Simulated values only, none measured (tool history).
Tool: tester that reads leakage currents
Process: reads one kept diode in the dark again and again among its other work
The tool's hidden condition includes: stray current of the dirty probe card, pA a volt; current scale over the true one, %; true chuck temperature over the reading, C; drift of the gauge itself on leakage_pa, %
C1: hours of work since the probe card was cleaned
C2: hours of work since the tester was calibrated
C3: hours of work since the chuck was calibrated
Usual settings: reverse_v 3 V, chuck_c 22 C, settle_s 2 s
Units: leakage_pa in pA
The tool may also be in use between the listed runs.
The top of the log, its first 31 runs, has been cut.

{"run": 32, "hour": 1122.5, "reverse_v": 12.79, "chuck_c": 47, "settle_s": 2, "C1": 1674, "C2": 1619, "C3": 924, "leakage_pa": 1513.23}
{"run": 33, "hour": 1170.7, "reverse_v": 1.81, "chuck_c": 20, "settle_s": 1.24, "C1": 1710, "C2": 1656, "C3": 961, "leakage_pa": 67.94}
{"run": 34, "hour": 1201.7, "reverse_v": 2.22, "chuck_c": 28, "settle_s": 3.2, "C1": 1734, "C2": 1680, "C3": 985, "leakage_pa": 150.09}
{"run": 35, "hour": 1249.3, "reverse_v": 3.94, "chuck_c": 42, "settle_s": 2, "C1": 1771, "C2": 1716, "C3": 1021, "leakage_pa": 618.17}
{"run": 36, "hour": 1272.4, "reverse_v": 3.94, "chuck_c": 42, "settle_s": 2, "C1": 1788, "C2": 1734, "C3": 1039, "leakage_pa": 617.27}
{"run": 37, "hour": 1318.7, "reverse_v": 5.69, "chuck_c": 20, "settle_s": 1.92, "C1": 1824, "C2": 1769, "C3": 1074, "leakage_pa": 116.12}
{"run": 38, "hour": 1352.0, "reverse_v": 1.47, "chuck_c": 29, "settle_s": 1.22, "C1": 1849, "C2": 1795, "C3": 1100, "leakage_pa": 138}
{"run": 39, "hour": 1400.0, "reverse_v": 13.89, "chuck_c": 22, "settle_s": 2, "C1": 1886, "C2": 1832, "C3": 1137, "leakage_pa": 209.24}

What if the next run were any one of these 5? Each begins from the tool's condition after run 39:
{"run": "A", "hour": 1430.3, "reverse_v": 1.05, "chuck_c": 22, "settle_s": 0.43, "C1": 1909, "C2": 1855, "C3": 1160, "leakage_pa": "?"}
{"run": "B", "hour": 1430.3, "reverse_v": 14.72, "chuck_c": 22, "settle_s": 2, "C1": 1909, "C2": 1855, "C3": 1160, "leakage_pa": "?"}
{"run": "C", "hour": 1430.3, "reverse_v": 7.39, "chuck_c": 22, "settle_s": 1.65, "C1": 1909, "C2": 1855, "C3": 1160, "leakage_pa": "?"}
{"run": "D", "hour": 1430.3, "reverse_v": 3, "chuck_c": 22, "settle_s": 0.92, "C1": 1909, "C2": 1855, "C3": 1160, "leakage_pa": "?"}
{"run": "E", "hour": 1430.3, "reverse_v": 2.66, "chuck_c": 31, "settle_s": 2, "C1": 1909, "C2": 1855, "C3": 1160, "leakage_pa": "?"}

run=A leakage_pa=65.01
run=B leakage_pa=216.31
run=C leakage_pa=155.98
run=D leakage_pa=103.58
run=E leakage_pa=212.59
The same runs, with their run-to-run variation unchanged, on a tool lacking any hidden condition would have given:
run=A leakage_pa=59.13
run=B leakage_pa=186.44
run=C leakage_pa=137.38
run=D leakage_pa=92.99
run=E leakage_pa=194.58

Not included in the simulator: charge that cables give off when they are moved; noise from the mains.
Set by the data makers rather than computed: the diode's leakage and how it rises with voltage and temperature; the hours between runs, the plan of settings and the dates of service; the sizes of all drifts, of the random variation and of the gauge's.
